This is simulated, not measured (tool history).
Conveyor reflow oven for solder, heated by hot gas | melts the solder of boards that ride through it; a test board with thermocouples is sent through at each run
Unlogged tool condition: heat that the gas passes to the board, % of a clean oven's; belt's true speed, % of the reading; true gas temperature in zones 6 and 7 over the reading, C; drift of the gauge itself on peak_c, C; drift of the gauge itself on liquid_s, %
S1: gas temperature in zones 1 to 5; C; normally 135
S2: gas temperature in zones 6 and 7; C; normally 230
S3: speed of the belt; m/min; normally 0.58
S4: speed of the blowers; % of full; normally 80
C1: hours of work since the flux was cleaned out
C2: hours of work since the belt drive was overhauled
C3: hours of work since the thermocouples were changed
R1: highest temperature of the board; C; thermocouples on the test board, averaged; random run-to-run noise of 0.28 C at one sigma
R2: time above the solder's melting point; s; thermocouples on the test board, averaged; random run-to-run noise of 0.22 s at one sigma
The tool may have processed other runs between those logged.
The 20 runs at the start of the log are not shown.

run   hour   S1   S2     S3  S4   C1   C2   C3     R1    R2
 21  463.2  135  230  0.508  70  337  610  751  219.7  65.2
     494.6  -- flux residue cleaned out of gas plates and filters
 22  497.9  135  230  0.508  70    2  632  773  220.1  65.2
 23  523.1  132  233  0.585  79   21  650  791    220  55.2
 24  542.3  135  224  0.617  65   34  664  805  208.5  43.4
 25  566.9  135  226   0.58  57   52  682  822  210.1  47.7
 26  597.2  135  234   0.58  80   74  704  844  222.5  57.3
 27    618  135  221   0.58  80   89  719  859  210.2  49.6
 28  638.7  135  235  0.598  80  104  734  874  222.1  55.6
 29  660.2  135  235  0.598  80  120  749  890  222.2  55.8
 30  682.3  132  242  0.526  80  136  765  906  231.8  68.5

4 options for the next run, each taken on its own from the tool as it stands now. Forecast them:
  A   705  141  242   0.56  80  152  781  922   ?   ?
  B   705  132  242  0.505  50  152  781  922   ?   ?
  C   705  135  218   0.58  80  152  781  922   ?   ?
  D   705  135  225  0.626  63  152  781  922   ?   ?

run     R1    R2
  A  230.9  66.7
  B  226.1  67.2
  C  207.8  47.3
  D  208.6  42.7
What these runs would have given with no unlogged condition in the tool:
run     R1    R2
  A  230.9  66.7
  B  226.1  67.2
  C  207.8  47.3
  D  208.5  42.7

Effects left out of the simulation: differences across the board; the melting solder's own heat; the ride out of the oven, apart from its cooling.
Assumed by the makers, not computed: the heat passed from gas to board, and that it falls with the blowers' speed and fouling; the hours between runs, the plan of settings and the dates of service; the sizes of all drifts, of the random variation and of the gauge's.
